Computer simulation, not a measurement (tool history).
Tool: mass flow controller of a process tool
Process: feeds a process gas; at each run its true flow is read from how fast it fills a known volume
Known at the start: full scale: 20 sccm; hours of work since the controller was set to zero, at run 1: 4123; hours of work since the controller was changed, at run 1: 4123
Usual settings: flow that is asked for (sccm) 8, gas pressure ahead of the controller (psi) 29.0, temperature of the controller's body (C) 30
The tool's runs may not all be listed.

run    hour  flow that is asked for (sccm)  gas pressure ahead of the controller (psi)  temperature of the controller's body (C)  hours of work since the controller was set to zero  hours of work since the controller was changed  true flow (%)
  1     0.0                              8                                        29.0                                        30                                                4123                                            4123         100.31
  2   355.3                              8                                        29.0                                        30                                                4347                                            4347         100.35
      558.9  -- controller's zero set anew
  3   731.2                              8                                        29.0                                        30                                                 108                                            4583         100.12
  4   929.5                              8                                        29.0                                        30                                                 233                                            4708         100.12
  5  1318.5                              2                                        29.0                                        30                                                 478                                            4953          99.95
  6  1572.0                              2                                        29.0                                        30                                                 638                                            5112          99.93
  7  2054.6                              8                                        29.0                                        39                                                 942                                            5416         101.07
  8  2353.9                              8                                        38.9                                        30                                                1130                                            5604         100.34
  9  2671.5                              8                                        38.9                                        30                                                1330                                            5804         100.34
 10  2978.4                              8                                        40.0                                        36                                                1523                                            5997         101.02
 11  3460.7                              8                                        23.4                                        30                                                1827                                            6301          99.60
 12  3737.9                              8                                        23.4                                        30                                                2001                                            6476          99.71
 13  4205.8                              8                                        23.4                                        30                                                2296                                            6770          99.48
 14  4510.8                              8                                        23.4                                        30                                                2488                                            6962          99.44
 15  4789.1                              3                                        29.0                                        30                                                2663                                            7137          99.56
 16  5109.0                              3                                        29.0                                        30                                                2864                                            7339          99.31
 17  5484.9                              8                                        24.4                                        30                                                3101                                            7575          99.33
 18  5956.6                              8                                        24.4                                        37                                                3398                                            7872         100.04

Forecast each of these 3 alternatives for the next run:
  A  6222.1                              8                                        23.9                                        33                                                3565                                            8039              ?
  B  6222.1                              3                                        20.6                                        37                                                3565                                            8039              ?
  C  6222.1                              3                                        35.2                                        37                                                3565                                            8039              ?

run  true flow (%)
  A          99.36
  B          99.68
  C         100.27
Without the tool's hidden state the same runs would have given:
run  true flow (%)
  A         100.30
  B         100.63
  C         101.23

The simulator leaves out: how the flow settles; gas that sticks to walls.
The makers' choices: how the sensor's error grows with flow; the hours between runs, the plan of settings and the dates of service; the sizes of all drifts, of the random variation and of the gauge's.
